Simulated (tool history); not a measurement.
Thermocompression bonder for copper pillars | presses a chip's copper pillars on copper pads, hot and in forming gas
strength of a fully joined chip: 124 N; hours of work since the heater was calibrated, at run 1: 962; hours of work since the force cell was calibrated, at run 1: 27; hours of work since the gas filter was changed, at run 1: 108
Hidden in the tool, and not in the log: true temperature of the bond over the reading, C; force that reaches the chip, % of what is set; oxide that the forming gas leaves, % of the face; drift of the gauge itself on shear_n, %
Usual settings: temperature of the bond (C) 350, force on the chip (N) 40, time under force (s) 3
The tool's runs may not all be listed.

run     day  temperature of the bond (C)  force on the chip (N)  time under force (s)  hours of work since the heater was calibrated  hours of work since the force cell was calibrated  hours of work since the gas filter was changed  force that shears a chip off (N)
  1   0.000                          350                     40                     3                                            962                                                 27                                             108                              58.1
  2   0.412                          350                     40                     3                                            966                                                 31                                             112                              59.5
  3   0.858                          350                     40                     3                                            971                                                 36                                             116                              59.3
  4   1.279                          350                     53                     3                                            975                                                 40                                             120                              77.6
  5   1.754                          350                     40                     3                                            980                                                 45                                             125                              59.4
  6   2.079                          350                     40                     3                                            983                                                 48                                             128                              59.7
  7   2.308                          350                     40                     3                                            986                                                 51                                             131                              59.5
  8   2.662                          350                     40                     3                                            989                                                 54                                             134                              59.8
  9   2.892                          350                     40                     3                                            991                                                 56                                             137                              59.0
 10   3.375                          350                     40                     3                                            996                                                 61                                             141                              59.7
 11   3.829                          350                     40                     3                                           1001                                                 66                                             146                              58.4
 12   4.104                          350                     40                     3                                           1004                                                 69                                             149                              59.3
 13   4.412                          350                     40                     3                                           1007                                                 72                                             152                              58.9
 14   4.662                          368                     40                     3                                           1009                                                 74                                             154                              70.3
 15   4.954                          350                     40                     3                                           1012                                                 77                                             157                              58.8
 16   5.379                          350                     25                     3                                           1016                                                 81                                             162                              34.7
 17   5.779                          350                     25                     3                                           1020                                                 85                                             166                              34.4
 18   6.129                          350                     25                     3                                           1024                                                 89                                             169                              34.6
 19   6.525                          350                     25                     3                                           1028                                                 93                                             173                              34.9
 20   6.992                          350                     25                     3                                           1033                                                 98                                             178                              34.6
 21   7.288                          356                     44                     3                                           1036                                                101                                             181                              68.6
 22   7.579                          335                     55                     2                                           1039                                                104                                             184                              58.9
 23   7.883                          335                     55                     5                                           1042                                                107                                             187                              79.4
 24   8.242                          335                     57                     8                                           1045                                                110                                             190                              90.7
 25   8.475                          335                     57                     8                                           1048                                                113                                             193                              90.1
 26   8.783                          364                     31                     2                                           1051                                                116                                             196                              45.3
 27   9.321                          364                     31                     2                                           1056                                                121                                             201                              45.1
 28   9.571                          379                     56                     8                                           1059                                                124                                             204                             114.9
 29   9.892                          363                     57                     3                                           1062                                                127                                             207                              90.6
 30  10.221                          363                     45                     3                                           1065                                                130                                             210                              76.4
 31  10.608                          363                     45                     3                                           1069                                                134                                             214                              74.9
 32  11.100                          367                     37                     3                                           1074                                                139                                             219                              65.2
 33  11.488                          367                     50                     3                                           1078                                                143                                             223                              85.1
 34  11.938                          357                     38                     4                                           1082                                                147                                             228                              66.5
 35  12.492                          357                     47                     2                                           1088                                                153                                             233                              64.4
 36  12.996                          357                     47                     7                                           1093                                                158                                             238                              89.3
     13.283  -- forming gas filter changed
 37  13.283                          336                     40                     3                                           1096                                                161                                               0                              50.7
 38  13.758                          336                     40                     3                                           1100                                                165                                               5                              50.4
 39  14.083                          371                     57                     5                                           1104                                                169                                               8                             107.4

3 ways to go on from here, each from the tool as it stands after run 39. What would each give?
  A  14.617                          325                     43                     5                                           1109                                                174                                              13                                 ?
  B  14.617                          345                     43                     3                                           1109                                                174                                              13                                 ?
  C  14.617                          321                     45                     3                                           1109                                                174                                              13                                 ?

run  force that shears a chip off (N)
  A                              56.6
  B                              60.6
  C                              46.3
Without the tool's hidden state the same runs would have given:
run  force that shears a chip off (N)
  A                              62.0
  B                              65.7
  C                              51.1

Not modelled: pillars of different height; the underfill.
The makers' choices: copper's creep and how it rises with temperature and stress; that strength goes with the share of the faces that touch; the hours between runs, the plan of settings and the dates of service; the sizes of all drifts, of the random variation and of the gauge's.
